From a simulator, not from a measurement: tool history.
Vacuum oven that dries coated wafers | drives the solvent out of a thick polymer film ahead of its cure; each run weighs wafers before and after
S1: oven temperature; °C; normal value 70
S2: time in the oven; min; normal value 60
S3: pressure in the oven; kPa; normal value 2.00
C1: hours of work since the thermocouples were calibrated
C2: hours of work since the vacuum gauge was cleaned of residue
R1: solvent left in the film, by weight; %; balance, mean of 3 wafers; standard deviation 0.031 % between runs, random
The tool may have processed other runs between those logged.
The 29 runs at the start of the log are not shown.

{"run": 30, "hour": 316.1, "S1": 70, "S2": 38, "S3": 5.62, "C1": 337, "C2": 262, "R1": 4.76}
{"run": 31, "hour": 326.0, "S1": 64, "S2": 74, "S3": 3.01, "C1": 341, "C2": 266, "R1": 3.1}
{"run": 32, "hour": 339.3, "S1": 64, "S2": 66, "S3": 2.09, "C1": 347, "C2": 273, "R1": 2.84}
{"run": 33, "hour": 345.5, "S1": 70, "S2": 60, "S3": 1.56, "C1": 350, "C2": 275, "R1": 1.83}
{"run": 34, "hour": 356.3, "S1": 70, "S2": 47, "S3": 1.56, "C1": 355, "C2": 280, "R1": 2.48}
{"run": 35, "hour": 364.5, "S1": 70, "S2": 47, "S3": 1.56, "C1": 359, "C2": 284, "R1": 2.48}
{"run": 36, "hour": 376.3, "S1": 69, "S2": 47, "S3": 1.39, "C1": 364, "C2": 289, "R1": 2.62}
{"run": 37, "hour": 387.8, "S1": 69, "S2": 47, "S3": 1.39, "C1": 369, "C2": 295, "R1": 2.62}
{"run": 38, "hour": 396.6, "S1": 70, "S2": 60, "S3": 2.0, "C1": 373, "C2": 299, "R1": 1.98}
{"run": 39, "hour": 410.1, "S1": 70, "S2": 60, "S3": 2.0, "C1": 380, "C2": 305, "R1": 2.02}
{"run": 40, "hour": 418.4, "S1": 59, "S2": 71, "S3": 6.91, "C1": 383, "C2": 309, "R1": 6.72}
{"run": 41, "hour": 426.2, "S1": 58, "S2": 67, "S3": 2.53, "C1": 387, "C2": 312, "R1": 4.33}
{"run": 42, "hour": 435.0, "S1": 59, "S2": 72, "S3": 7.4, "C1": 391, "C2": 316, "R1": 7.1}
{"run": 43, "hour": 448.3, "S1": 59, "S2": 72, "S3": 7.4, "C1": 397, "C2": 322, "R1": 7.07}
{"run": 44, "hour": 461.9, "S1": 80, "S2": 60, "S3": 2.0, "C1": 403, "C2": 328, "R1": 0.96}
{"run": 45, "hour": 470.9, "S1": 80, "S2": 60, "S3": 2.0, "C1": 407, "C2": 333, "R1": 0.98}
{"run": 46, "hour": 483.6, "S1": 80, "S2": 39, "S3": 2.0, "C1": 413, "C2": 338, "R1": 1.64}

What if the next run were any one of these 4? Each begins from the tool's condition after run 46:
{"run": "A", "hour": 492.5, "S1": 57, "S2": 90, "S3": 2.19, "C1": 417, "C2": 342, "R1": "?"}
{"run": "B", "hour": 492.5, "S1": 65, "S2": 50, "S3": 2.0, "C1": 417, "C2": 342, "R1": "?"}
{"run": "C", "hour": 492.5, "S1": 81, "S2": 39, "S3": 2.0, "C1": 417, "C2": 342, "R1": "?"}
{"run": "D", "hour": 492.5, "S1": 80, "S2": 32, "S3": 1.96, "C1": 417, "C2": 342, "R1": "?"}

run=A R1=3.48
run=B R1=3.46
run=C R1=1.57
run=D R1=2.14
The same runs, with their run-to-run variation unchanged, on a tool lacking any hidden condition would have given:
run=A R1=3.30
run=B R1=3.32
run=C R1=1.49
run=D R1=2.05
